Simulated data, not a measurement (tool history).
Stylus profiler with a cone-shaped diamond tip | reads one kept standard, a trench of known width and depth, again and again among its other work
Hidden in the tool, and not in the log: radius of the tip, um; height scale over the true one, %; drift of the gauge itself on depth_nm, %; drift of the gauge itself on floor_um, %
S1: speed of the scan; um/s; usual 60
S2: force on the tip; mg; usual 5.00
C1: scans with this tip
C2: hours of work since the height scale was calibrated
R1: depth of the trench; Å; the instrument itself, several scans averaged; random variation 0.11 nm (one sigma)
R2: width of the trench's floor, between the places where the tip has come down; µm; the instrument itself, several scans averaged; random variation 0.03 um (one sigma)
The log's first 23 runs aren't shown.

run	hour	S1	S2	C1	C2	R1	R2
24	431.2	56	3.53	5568	704	2016.5	27.51
25	452.7	59	1.86	5689	719	2009.6	27.45
26	470.9	52	4.46	5792	732	2018.5	27.49
27	487.2	60	8.89	5884	743	2034.6	27.53
28	507.5	60	8.89	5998	758	2035.1	27.50
29	519.6	47	5.00	6066	766	2019.5	27.53
30	542.5	47	5.00	6195	783	2019.6	27.52
31	557.6	47	5.00	6280	794	2019.5	27.53
32	572.7	47	5.00	6364	804	2017.4	27.49
33	595.7	196	3.19	6494	821	2014.7	27.09
34	618.7	85	5.00	6624	837	2021.4	27.40
35	631.1	85	5.00	6693	846	2020.2	27.35
36	652.6	85	3.06	6814	861	2012.3	27.32
37	675.6	60	12.00	6944	877	2041.6	27.53
38	703.2	60	12.00	7099	897	2040.8	27.45
39	728.9	94	5.00	7243	915	2018.9	27.30
40	748.4	94	8.86	7353	929	2032.1	27.40
41	762.6	94	8.86	7433	939	2032.0	27.36
42	774.6	94	8.86	7500	948	2031.6	27.34
43	793.7	56	2.18	7608	961	2008.4	27.34

Forecast each of these 3 alternatives for the next run:
A	812.2	38	2.18	7712	975	?	?
B	812.2	157	8.30	7712	975	?	?
C	812.2	53	5.00	7712	975	?	?

run	R1	R2
A	2009.0	27.38
B	2029.7	27.23
C	2018.4	27.39
Without the tool's hidden state the same runs would have given:
run	R1	R2
A	2016.1	27.96
B	2036.9	27.80
C	2025.5	27.96
